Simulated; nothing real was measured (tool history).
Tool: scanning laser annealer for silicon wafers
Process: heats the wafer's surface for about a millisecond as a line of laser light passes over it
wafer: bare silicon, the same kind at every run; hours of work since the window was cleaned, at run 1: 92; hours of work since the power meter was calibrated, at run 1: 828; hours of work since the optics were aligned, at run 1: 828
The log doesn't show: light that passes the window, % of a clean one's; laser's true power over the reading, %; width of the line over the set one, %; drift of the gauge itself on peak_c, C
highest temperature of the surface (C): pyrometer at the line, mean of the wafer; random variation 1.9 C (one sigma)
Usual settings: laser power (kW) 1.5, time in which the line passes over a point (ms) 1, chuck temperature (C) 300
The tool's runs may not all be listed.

run     day  laser power (kW)  time in which the line passes over a point (ms)  chuck temperature (C)  hours of work since the window was cleaned  hours of work since the power meter was calibrated  hours of work since the optics were aligned  highest temperature of the surface (C)
  1       0               1.5                                                1                    300                                          92                                                 828                                          828                                    1088
  2   1.292               1.5                                                1                    300                                         112                                                 847                                          847                                    1084
  3   3.171               1.5                                                1                    300                                         140                                                 875                                          875                                    1081
  4   4.575               1.5                                                1                    300                                         161                                                 896                                          896                                    1083
  5   6.229               1.5                                                1                    300                                         186                                                 921                                          921                                    1078
  6   7.825               1.5                                                1                    300                                         210                                                 945                                          945                                    1077
  7   8.962             1.631                                                1                    300                                         227                                                 962                                          962                                    1151
  8  10.192             1.631                                                1                    300                                         245                                                 981                                          981                                    1141
     10.938  -- optics aligned, line set to its width
  9  11.933             1.631                                                1                    300                                         268                                                1004                                           15                                    1159
 10  13.842             1.631                                                1                    300                                         297                                                1032                                           44                                    1154
      14.35  -- window over the wafer cleaned
 11  15.788               1.5                                                1                    300                                          22                                                1060                                           72                                    1107
 12  17.704               1.5                                                1                    300                                          50                                                1089                                          100                                    1105
 13  19.317               1.5                                                1                    300                                          75                                                1113                                          125                                    1099
 14      21               1.5                                                1                    274                                         100                                                1139                                          150                                    1074
 15  22.083               1.5                                             1.04                    274                                         116                                                1155                                          166                                    1087
 16  23.475               1.5                                             1.04                    274                                         137                                                1176                                          187                                    1086
 17  24.471               1.5                                                1                    300                                         152                                                1191                                          202                                    1095
 18  25.704               1.5                                             0.72                    300                                         171                                                1209                                          221                                     969
 19    27.6               1.5                                             0.72                    300                                         199                                                1238                                          249                                     965
 20  28.796               1.5                                                1                    300                                         217                                                1256                                          267                                    1089
 21  29.688              1.57                                             1.09                    318                                         230                                                1269                                          280                                    1185
 22  31.329             1.387                                                1                    300                                         255                                                1294                                          305                                    1022
 23  33.133             1.387                                                1                    300                                         282                                                1321                                          332                                    1019
 24  34.079             1.314                                                1                    300                                         296                                                1335                                          346                                     975
     34.617  -- window over the wafer cleaned
 25  35.304             1.314                                                1                    300                                          10                                                1352                                          364                                     999
 26  36.379             1.494                                             1.22                    300                                          26                                                1368                                          380                                    1187
 27    37.8             1.497                                              0.8                    300                                          48                                                1390                                          401                                    1013
 28  39.762              1.45                                                1                    300                                          77                                                1419                                          431                                    1070
 29  41.171              1.45                                                1                    300                                          98                                                1440                                          452                                    1069
 30    42.7             1.509                                             1.17                    336                                         121                                                1463                                          475                                    1200
 31    44.5             1.603                                             0.82                    304                                         148                                                1490                                          502                                    1070
 32    45.6              1.58                                                1                    300                                         165                                                1507                                          518                                    1135
 33  46.825              1.58                                                1                    300                                         183                                                1525                                          537                                    1133
 34   47.65              1.58                                                1                    300                                         196                                                1538                                          549                                    1132
 35  48.446             1.458                                             0.87                    262                                         208                                                1550                                          561                                     972
 36  49.375               1.5                                             1.16                    263                                         222                                                1564                                          575                                    1106
 37  50.962             1.463                                                1                    320                                         246                                                1588                                          599                                    1083
 38  52.204             1.463                                                1                    320                                         264                                                1606                                          617                                    1077
 39  53.912             1.399                                             1.23                    309                                         290                                                1632                                          643                                    1115
     54.896  -- window over the wafer cleaned
 40  55.854             1.399                                             1.23                    309                                          14                                                1660                                          671                                    1134

3 ways to go on from here, each from the tool as it stands after run 40. What would each give?
  A  57.75             1.381                                             0.89                    309                                          43                                                1688                                          700                                       ?
  B  57.75             1.462                                             1.05                    317                                          43                                                1688                                          700                                       ?
  C  57.75             1.625                                             0.89                    300                                          43                                                1688                                          700                                       ?

run  highest temperature of the surface (C)
  A                                     993
  B                                    1111
  C                                    1117
Without the tool's hidden state the same runs would have given:
run  highest temperature of the surface (C)
  A                                    1002
  B                                    1122
  C                                    1128

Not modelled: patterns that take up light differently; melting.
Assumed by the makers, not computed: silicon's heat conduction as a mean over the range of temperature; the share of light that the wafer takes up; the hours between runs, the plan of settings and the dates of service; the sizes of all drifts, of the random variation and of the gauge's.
